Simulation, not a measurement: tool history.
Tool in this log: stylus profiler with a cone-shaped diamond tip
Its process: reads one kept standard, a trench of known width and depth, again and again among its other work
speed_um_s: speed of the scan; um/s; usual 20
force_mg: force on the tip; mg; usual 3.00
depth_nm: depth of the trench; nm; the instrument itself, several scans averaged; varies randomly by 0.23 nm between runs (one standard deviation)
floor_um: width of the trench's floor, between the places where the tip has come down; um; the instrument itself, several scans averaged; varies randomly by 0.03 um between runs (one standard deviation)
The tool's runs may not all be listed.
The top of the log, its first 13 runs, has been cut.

run,hour,speed_um_s,force_mg,scans with this tip,hours of work since the height scale was calibrated,depth_nm,floor_um
14,172.7,46,3.00,2959,304,1014.93,25.45
15,191.5,46,1.54,3042,312,1010.04,25.38
16,200.1,20,8.55,3080,316,1029.22,25.58
17,212.8,47,8.55,3136,322,1029.44,25.48
18,231.4,47,8.55,3218,330,1029.04,25.48
19,247.8,10,3.57,3290,338,1016.91,25.48
20,257.1,6,2.00,3331,342,1011.34,25.54
# hour 259.3: height scale calibrated on a step standard
21,266.7,13,2.28,3371,3,1013.23,25.49
22,277.6,23,4.55,3419,8,1019.55,25.51
23,289.6,13,6.22,3472,14,1024.13,25.53
24,299.4,8,2.02,3515,18,1012.40,25.54
25,316.3,8,2.02,3589,26,1012.16,25.45
26,328.9,8,2.02,3645,31,1012.37,25.50
# hour 342.8: height scale calibrated on a step standard, once more
27,346.4,8,2.02,3720,2,1010.31,25.43
28,360.8,8,3.26,3783,8,1014.05,25.49
29,379.5,8,3.26,3866,17,1014.53,25.49
30,395.0,17,6.77,3934,24,1023.86,25.44
31,404.4,14,1.41,3975,28,1008.35,25.42
32,419.1,14,1.41,4040,34,1007.84,25.37
33,428.4,14,1.41,4081,39,1008.30,25.40
34,438.8,20,4.76,4127,43,1018.31,25.41

Below are 5 alternative next runs, each starting from the tool's condition after run 34. Predict each:
A,453.4,56,4.76,4191,50,?,?
B,453.4,10,3.22,4191,50,?,?
C,453.4,20,1.11,4191,50,?,?
D,453.4,59,5.04,4191,50,?,?
E,453.4,27,3.00,4191,50,?,?

run,depth_nm,floor_um
A,1018.78,25.35
B,1014.47,25.42
C,1006.90,25.39
D,1019.30,25.37
E,1013.91,25.39
Without the tool's hidden state the same runs would have given:
run,depth_nm,floor_um
A,1019.10,25.88
B,1014.79,25.96
C,1007.21,25.92
D,1019.62,25.90
E,1014.23,25.93
